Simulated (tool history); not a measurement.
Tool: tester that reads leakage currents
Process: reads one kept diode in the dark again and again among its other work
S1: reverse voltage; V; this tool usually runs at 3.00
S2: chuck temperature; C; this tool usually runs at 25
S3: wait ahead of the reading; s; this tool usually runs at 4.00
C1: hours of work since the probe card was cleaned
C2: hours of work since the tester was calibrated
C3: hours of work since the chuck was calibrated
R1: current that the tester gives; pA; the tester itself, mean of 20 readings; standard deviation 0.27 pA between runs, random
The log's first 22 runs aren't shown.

{"run": 23, "hour": 951.1, "S1": 1.77, "S2": 29, "S3": 0.41, "C1": 2440, "C2": 2371, "C3": 1318, "R1": 86.55}
{"run": 24, "hour": 1004.8, "S1": 15.08, "S2": 25, "S3": 4.0, "C1": 2477, "C2": 2408, "C3": 1355, "R1": 226.64}
{"run": 25, "hour": 1042.3, "S1": 15.08, "S2": 25, "S3": 4.0, "C1": 2503, "C2": 2434, "C3": 1380, "R1": 226.64}
{"run": 26, "hour": 1104.8, "S1": 13.03, "S2": 26, "S3": 4.0, "C1": 2546, "C2": 2476, "C3": 1423, "R1": 225.74}
{"run": 27, "hour": 1156.3, "S1": 7.07, "S2": 21, "S3": 1.12, "C1": 2581, "C2": 2512, "C3": 1459, "R1": 105.96}
{"run": 28, "hour": 1213.3, "S1": 4.02, "S2": 54, "S3": 2.47, "C1": 2620, "C2": 2551, "C3": 1498, "R1": 800.32}
{"run": 29, "hour": 1254.0, "S1": 4.02, "S2": 52, "S3": 7.18, "C1": 2648, "C2": 2579, "C3": 1526, "R1": 705.27}
{"run": 30, "hour": 1319.1, "S1": 2.27, "S2": 25, "S3": 0.36, "C1": 2693, "C2": 2624, "C3": 1571, "R1": 73.48}
{"run": 31, "hour": 1350.2, "S1": 2.27, "S2": 25, "S3": 0.36, "C1": 2714, "C2": 2645, "C3": 1592, "R1": 73.92}
{"hour": 1359.1, "done": "probe card cleaned and baked"}
{"run": 32, "hour": 1414.7, "S1": 2.27, "S2": 25, "S3": 0.36, "C1": 38, "C2": 2687, "C3": 1634, "R1": 73.81}
{"run": 33, "hour": 1448.5, "S1": 2.27, "S2": 25, "S3": 0.36, "C1": 61, "C2": 2711, "C3": 1657, "R1": 73.67}
{"run": 34, "hour": 1502.2, "S1": 1.67, "S2": 26, "S3": 2.44, "C1": 98, "C2": 2747, "C3": 1694, "R1": 65.86}
{"run": 35, "hour": 1533.9, "S1": 16.83, "S2": 54, "S3": 1.11, "C1": 120, "C2": 2769, "C3": 1716, "R1": 1872.63}

Forecast each of these 3 alternatives for the next run:
{"run": "A", "hour": 1571.6, "S1": 7.31, "S2": 25, "S3": 5.66, "C1": 146, "C2": 2795, "C3": 1742, "R1": "?"}
{"run": "B", "hour": 1571.6, "S1": 7.21, "S2": 25, "S3": 0.44, "C1": 146, "C2": 2795, "C3": 1742, "R1": "?"}
{"run": "C", "hour": 1571.6, "S1": 2.96, "S2": 39, "S3": 4.0, "C1": 146, "C2": 2795, "C3": 1742, "R1": "?"}

run=A R1=147.00
run=B R1=147.50
run=C R1=242.70
Without the tool's unlogged condition, the same runs would have read:
run=A R1=147.12
run=B R1=147.61
run=C R1=242.88
